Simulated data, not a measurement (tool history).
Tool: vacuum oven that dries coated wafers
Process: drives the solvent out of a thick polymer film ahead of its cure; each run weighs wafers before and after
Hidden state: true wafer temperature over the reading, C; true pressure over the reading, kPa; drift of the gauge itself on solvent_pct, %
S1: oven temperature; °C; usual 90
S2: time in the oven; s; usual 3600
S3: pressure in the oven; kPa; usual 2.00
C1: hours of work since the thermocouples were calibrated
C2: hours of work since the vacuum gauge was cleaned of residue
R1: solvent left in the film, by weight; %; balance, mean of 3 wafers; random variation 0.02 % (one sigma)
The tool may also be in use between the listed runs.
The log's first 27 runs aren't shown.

run 28 hour=256.1 | S1=104 S2=5640 S3=4.88 | C1=172 C2=508 | R1=0.89
run 29 hour=266.5 | S1=103 S2=3540 S3=1.50 | C1=180 C2=516 | R1=0.31
run 30 hour=278.0 | S1=103 S2=3540 S3=1.50 | C1=189 C2=526 | R1=0.33
run 31 hour=288.5 | S1=85 S2=4800 S3=1.74 | C1=198 C2=534 | R1=1.71
run 32 hour=295.4 | S1=85 S2=4800 S3=1.74 | C1=203 C2=539 | R1=1.71
run 33 hour=301.6 | S1=90 S2=4440 S3=2.00 | C1=208 C2=544 | R1=1.12
run 34 hour=313.3 | S1=77 S2=4860 S3=1.13 | C1=217 C2=554 | R1=3.77
run 35 hour=326.9 | S1=104 S2=3600 S3=2.00 | C1=228 C2=564 | R1=0.39
run 36 hour=340.2 | S1=97 S2=3660 S3=4.65 | C1=239 C2=575 | R1=1.32
run 37 hour=353.6 | S1=97 S2=3660 S3=4.65 | C1=249 C2=585 | R1=1.33
run 38 hour=361.4 | S1=90 S2=6060 S3=6.03 | C1=255 C2=592 | R1=2.05

Forecast each of these 5 alternatives for the next run:
run A hour=369.3 | S1=90 S2=2640 S3=2.00 | C1=262 C2=598 | R1=?
run B hour=369.3 | S1=79 S2=3600 S3=2.00 | C1=262 C2=598 | R1=?
run C hour=369.3 | S1=78 S2=2820 S3=2.30 | C1=262 C2=598 | R1=?
run D hour=369.3 | S1=89 S2=2580 S3=2.07 | C1=262 C2=598 | R1=?
run E hour=369.3 | S1=80 S2=2160 S3=3.89 | C1=262 C2=598 | R1=?

run=A R1=2.77
run=B R1=5.04
run=C R1=7.12
run=D R1=3.22
run=E R1=8.48
Without the tool's hidden state the same runs would have given:
run=A R1=2.77
run=B R1=5.04
run=C R1=7.12
run=D R1=3.22
run=E R1=8.48

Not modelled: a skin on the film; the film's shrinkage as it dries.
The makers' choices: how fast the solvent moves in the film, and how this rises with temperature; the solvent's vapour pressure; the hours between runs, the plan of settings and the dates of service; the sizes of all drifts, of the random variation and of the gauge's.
